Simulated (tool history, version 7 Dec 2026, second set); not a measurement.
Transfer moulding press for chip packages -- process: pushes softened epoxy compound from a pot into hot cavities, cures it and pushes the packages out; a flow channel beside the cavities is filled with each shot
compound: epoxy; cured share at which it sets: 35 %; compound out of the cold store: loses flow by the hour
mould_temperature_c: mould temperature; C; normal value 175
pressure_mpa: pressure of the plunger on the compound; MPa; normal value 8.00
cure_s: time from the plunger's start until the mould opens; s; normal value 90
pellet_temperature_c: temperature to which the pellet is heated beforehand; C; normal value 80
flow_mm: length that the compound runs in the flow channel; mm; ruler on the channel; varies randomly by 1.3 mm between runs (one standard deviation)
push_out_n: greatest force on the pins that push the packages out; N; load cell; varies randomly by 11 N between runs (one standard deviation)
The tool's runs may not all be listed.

run,hour,mould_temperature_c,pressure_mpa,cure_s,pellet_temperature_c,incoming compound's hours out of the cold store,flow_mm,push_out_n
1,0.0,175,8.00,90,80,20.6,809,556
# hour 12.5: plunger's sealing rings changed
2,19.9,175,8.00,90,80,8.2,859,727
3,34.3,175,8.00,90,80,24.8,827,793
4,54.6,175,9.84,90,80,13.2,936,889
# hour 63.3: cavities cleaned with cleaning compound and waxed
5,75.1,175,9.84,90,80,40.3,889,615
6,95.2,168,8.00,90,80,47.5,808,1165
7,110.1,168,8.00,90,80,12.3,867,1332
# hour 126.3: cavities cleaned with cleaning compound and waxed
8,127.1,168,8.00,90,80,9.8,871,871
9,137.9,178,8.00,90,80,18.3,821,524
10,163.2,178,9.94,90,80,34.8,883,647
11,178.7,178,9.94,90,80,11.7,924,729
# hour 189.2: cavities cleaned with cleaning compound and waxed
12,194.7,178,9.94,90,80,44.4,865,459
13,211.4,178,9.94,90,80,10.0,926,600
14,222.8,178,9.94,90,80,41.1,866,632
15,249.3,182,9.29,90,80,22.5,857,619
# hour 252.5: cavities cleaned with cleaning compound and waxed
16,269.7,175,8.69,91,82,12.3,868,674
# hour 273.3: mould's thermocouples calibrated
17,296.4,175,8.69,91,82,19.8,849,754
18,310.6,175,8.69,91,82,20.3,847,814
# hour 317.4: cavities cleaned with cleaning compound and waxed
19,332.7,175,8.69,91,82,25.8,834,597
20,356.7,179,8.69,73,82,29.9,813,996
21,370.2,175,8.00,90,79,38.1,778,831
# hour 375.6: plunger's sealing rings changed
# hour 379.0: mould's thermocouples calibrated, once more
# hour 385.5: cavities cleaned with cleaning compound and waxed
22,393.8,175,8.00,90,79,15.3,848,627
23,417.6,175,7.63,123,80,29.6,802,502
24,434.5,168,7.63,99,80,39.6,807,1064
# hour 449.4: cavities cleaned with cleaning compound and waxed
25,454.4,168,7.63,99,80,11.6,850,719
26,473.5,171,8.00,90,82,32.8,826,922
27,491.2,171,6.59,90,80,16.1,774,1046

Predict each of these 4 candidate next runs independently; none follows another, all start after run 27:
A,508.7,171,9.48,98,80,32.5,?,?
B,508.7,175,9.95,90,80,45.8,?,?
C,508.7,174,8.00,117,80,12.6,?,?
D,508.7,175,6.65,90,80,9.1,?,?

run,flow_mm,push_out_n
A,894,893
B,880,853
C,845,595
D,773,879
The same runs, with their run-to-run variation unchanged, on a tool lacking any hidden condition would have given:
run,flow_mm,push_out_n
A,906,526
B,892,506
C,856,349
D,784,521
